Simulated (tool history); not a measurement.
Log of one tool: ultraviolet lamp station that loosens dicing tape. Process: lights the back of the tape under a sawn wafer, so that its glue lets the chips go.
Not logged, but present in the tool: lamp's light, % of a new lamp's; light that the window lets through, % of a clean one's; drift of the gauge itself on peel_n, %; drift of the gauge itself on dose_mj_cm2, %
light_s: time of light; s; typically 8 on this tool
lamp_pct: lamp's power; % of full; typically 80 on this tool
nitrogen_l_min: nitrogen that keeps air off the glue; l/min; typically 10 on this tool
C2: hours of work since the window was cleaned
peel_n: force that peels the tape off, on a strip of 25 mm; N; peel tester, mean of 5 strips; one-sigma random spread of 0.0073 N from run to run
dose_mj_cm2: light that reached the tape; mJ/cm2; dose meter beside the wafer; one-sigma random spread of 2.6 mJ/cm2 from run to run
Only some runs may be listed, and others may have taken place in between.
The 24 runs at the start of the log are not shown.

Run 25, day 62.467: usual settings but light_s 4 s, lamp_pct 83 % of full, nitrogen_l_min 19 l/min; hours of work of the lamp 836; C2 388. Result: peel_n 0.830 N, dose_mj_cm2 123 mJ/cm2.
At day 63.938: window cleaned of glue's vapour.
Run 26, day 66.192: usual settings but light_s 10 s, lamp_pct 93 % of full, nitrogen_l_min 8 l/min; hours of work of the lamp 881; C2 28. Result: peel_n 0.259 N, dose_mj_cm2 360 mJ/cm2.
Run 27, day 69.067: usual settings but light_s 10 s, lamp_pct 93 % of full, nitrogen_l_min 8 l/min; hours of work of the lamp 916; C2 63. Result: peel_n 0.268 N, dose_mj_cm2 350 mJ/cm2.
Run 28, day 72.192: usual settings but light_s 9 s, lamp_pct 98 % of full, nitrogen_l_min 7 l/min; hours of work of the lamp 954; C2 101. Result: peel_n 0.286 N, dose_mj_cm2 326 mJ/cm2.
Run 29, day 76.033: usual settings but light_s 9 s, lamp_pct 98 % of full, nitrogen_l_min 7 l/min; hours of work of the lamp 1001; C2 147. Result: peel_n 0.289 N, dose_mj_cm2 317 mJ/cm2.
Run 30, day 78.367: usual settings but light_s 5 s, nitrogen_l_min 19 l/min; hours of work of the lamp 1029; C2 176. Result: peel_n 0.648 N, dose_mj_cm2 141 mJ/cm2.
Run 31, day 80.242: usual settings but light_s 6 s, nitrogen_l_min 11 l/min; hours of work of the lamp 1052; C2 199. Result: peel_n 0.605 N, dose_mj_cm2 166 mJ/cm2.
Run 32, day 83.812: usual settings but light_s 12 s, lamp_pct 77 % of full, nitrogen_l_min 13 l/min; hours of work of the lamp 1095; C2 242. Result: peel_n 0.265 N, dose_mj_cm2 316 mJ/cm2.

Run 33 has not been measured yet. What should we expect?
Run 33, day 86.662: usual settings but lamp_pct 92 % of full, nitrogen_l_min 13 l/min; hours of work of the lamp 1130; C2 277. Result: peel_n ?, dose_mj_cm2 ?.

peel_n: 0.335 N
dose_mj_cm2: 243 mJ/cm2
The same run, on a tool lacking any hidden state, would have yielded peel_n 0.233 N, dose_mj_cm2 376 mJ/cm2.
